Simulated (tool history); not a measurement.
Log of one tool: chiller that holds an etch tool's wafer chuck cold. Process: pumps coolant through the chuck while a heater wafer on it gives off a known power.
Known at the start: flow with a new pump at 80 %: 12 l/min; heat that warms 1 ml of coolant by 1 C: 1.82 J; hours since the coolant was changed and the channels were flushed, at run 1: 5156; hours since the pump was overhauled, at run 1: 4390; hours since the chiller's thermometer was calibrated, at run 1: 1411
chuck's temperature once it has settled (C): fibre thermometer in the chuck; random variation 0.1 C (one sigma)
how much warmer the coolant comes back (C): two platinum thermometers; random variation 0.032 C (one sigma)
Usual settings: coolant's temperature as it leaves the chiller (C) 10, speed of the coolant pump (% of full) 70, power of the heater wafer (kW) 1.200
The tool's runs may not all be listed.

run    hour  coolant's temperature as it leaves the chiller (C)  speed of the coolant pump (% of full)  power of the heater wafer (kW)  hours since the coolant was changed and the channels were flushed  hours since the pump was overhauled  hours since the chiller's thermometer was calibrated  chuck's temperature once it has settled (C)  how much warmer the coolant comes back (C)
  1     0.0                                                  10                                     70                           1.200                                                               5156                                 4390                                                  1411                                         20.0                                        3.98
  2   141.2                                                  10                                     70                           1.200                                                               5297                                 4531                                                  1552                                         20.1                                        4.10
  3   247.7                                                  11                                     70                           1.200                                                               5404                                 4638                                                  1659                                         21.2                                        4.09
  4   347.0                                                   8                                     70                           1.200                                                               5503                                 4737                                                  1758                                         18.3                                        4.12
  5   531.7                                                   8                                     70                           1.200                                                               5688                                 4922                                                  1943                                         18.2                                        4.13
  6   669.7                                                   8                                     70                           1.200                                                               5826                                 5060                                                  2081                                         18.3                                        4.04
  7   779.0                                                  19                                     70                           1.200                                                               5935                                 5169                                                  2190                                         29.2                                        4.16
  8   927.9                                                  19                                     70                           1.200                                                               6084                                 5318                                                  2339                                         29.4                                        4.08
  9  1086.1                                                  19                                     70                           1.200                                                               6242                                 5476                                                  2497                                         29.4                                        4.06
 10  1292.5                                                  10                                     70                           1.200                                                               6449                                 5682                                                  2704                                         20.4                                        4.08
 11  1395.2                                                  10                                     70                           1.200                                                               6551                                 5785                                                  2806                                         20.5                                        4.15
 12  1549.9                                                  10                                     70                           1.200                                                               6706                                 5940                                                  2961                                         20.6                                        4.11
 13  1680.6                                                  10                                     70                           1.200                                                               6837                                 6070                                                  3092                                         20.4                                        4.12
 14  1887.2                                                  10                                     70                           1.200                                                               7043                                 6277                                                  3298                                         20.6                                        4.09
 15  2086.2                                                  10                                     70                           1.200                                                               7242                                 6476                                                  3497                                         20.5                                        4.14
 16  2291.4                                                  10                                     70                           1.200                                                               7447                                 6681                                                  3703                                         20.5                                        4.21
 17  2454.8                                                  10                                     76                           1.200                                                               7611                                 6845                                                  3866                                         19.8                                        3.83
 18  2584.9                                                   2                                     76                           1.742                                                               7741                                 6975                                                  3996                                         16.2                                        5.49
 19  2680.4                                                   4                                     85                           1.742                                                               7836                                 7070                                                  4092                                         16.9                                        4.79
 20  2881.3                                                   8                                     89                           1.200                                                               8037                                 7271                                                  4292                                         16.2                                        3.17
 21  2992.4                                                   8                                     89                           1.200                                                               8148                                 7382                                                  4404                                         16.6                                        3.19
     3063.7  -- coolant changed, channels flushed
 22  3120.5                                                   3                                     80                           1.462                                                                 57                                 7504                                                  4526                                         13.4                                        4.34
 23  3242.1                                                   1                                     61                           1.421                                                                178                                 7626                                                  4647                                         14.1                                        5.89
 24  3401.0                                                  10                                     73                           0.974                                                                337                                 7785                                                  4806                                         17.6                                        3.22
 25  3510.8                                                  17                                     66                           0.758                                                                447                                 7895                                                  4916                                         23.5                                        2.78
 26  3674.6                                                   8                                     70                           1.200                                                                611                                 8058                                                  5080                                         17.8                                        4.23
 27  3802.9                                                  19                                     99                           1.200                                                                739                                 8187                                                  5208                                         25.8                                        2.82

Forecast run 28:
 28  4012.4                                                  19                                     99                           1.200                                                                949                                 8396                                                  5418                                            ?                                           ?

chuck's temperature once it has settled (C): 25.8
how much warmer the coolant comes back (C): 2.83
Without the tool's hidden state the same run would have given chuck's temperature once it has settled (C) 25.4, how much warmer the coolant comes back (C) 2.55.
